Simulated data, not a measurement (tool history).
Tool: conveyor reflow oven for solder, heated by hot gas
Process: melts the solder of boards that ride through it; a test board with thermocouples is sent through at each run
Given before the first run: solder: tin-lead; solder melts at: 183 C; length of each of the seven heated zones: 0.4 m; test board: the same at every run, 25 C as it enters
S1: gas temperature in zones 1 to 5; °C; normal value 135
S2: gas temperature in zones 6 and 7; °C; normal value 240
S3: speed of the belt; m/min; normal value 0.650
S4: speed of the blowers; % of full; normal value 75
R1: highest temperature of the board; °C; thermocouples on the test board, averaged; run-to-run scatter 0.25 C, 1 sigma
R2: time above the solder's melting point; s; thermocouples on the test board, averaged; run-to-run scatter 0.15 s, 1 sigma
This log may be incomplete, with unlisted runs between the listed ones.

run	hour	S1	S2	S3	S4	R1	R2
1	0.0	135	240	0.650	75	222.8	58.3
2	33.9	132	240	0.650	75	222.0	56.9
3	69.2	132	240	0.650	75	222.2	57.0
4	94.7	132	240	0.650	75	222.3	57.1
5	116.5	132	248	0.650	75	228.8	61.1
6	145.7	132	248	0.650	75	229.6	61.1
7	173.9	135	240	0.650	53	214.0	50.4
8	201.7	135	240	0.650	67	219.5	56.0
9	229.7	135	240	0.650	67	219.5	56.1
# hour 236.8: flux residue cleaned out of gas plates and filters
10	260.0	135	240	0.650	67	219.2	55.2
11	294.9	135	240	0.650	67	219.1	55.4
12	309.4	135	240	0.650	67	219.1	55.3
13	335.0	135	240	0.650	67	219.2	55.0
14	367.2	135	240	0.650	53	212.6	49.5
15	399.3	135	240	0.650	53	213.3	49.5
# hour 424.9: flux residue cleaned out of gas plates and filters, once more
16	437.4	135	240	0.650	53	214.1	50.8
17	460.6	139	240	0.659	51	213.5	50.8
18	479.2	139	240	0.659	71	222.7	58.4
19	503.8	139	240	0.659	71	222.1	58.4
20	522.7	139	240	0.659	71	222.7	58.3
21	538.4	139	242	0.691	75	223.5	56.4
22	561.8	141	253	0.612	69	235.4	72.1
23	594.8	141	253	0.612	69	235.6	72.0
24	624.8	121	253	0.596	75	235.4	67.8

3 options for the next run, each taken on its own from the tool as it stands now. Forecast them:
A	657.6	135	240	0.676	67	?	?
B	657.6	135	252	0.650	75	?	?
C	657.6	148	240	0.596	85	?	?

run	R1	R2
A	219.0	53.1
B	233.5	64.5
C	230.4	73.9
Had the tool no hidden state, the same runs would have come out as:
run	R1	R2
A	218.0	52.0
B	232.6	63.4
C	229.4	72.7
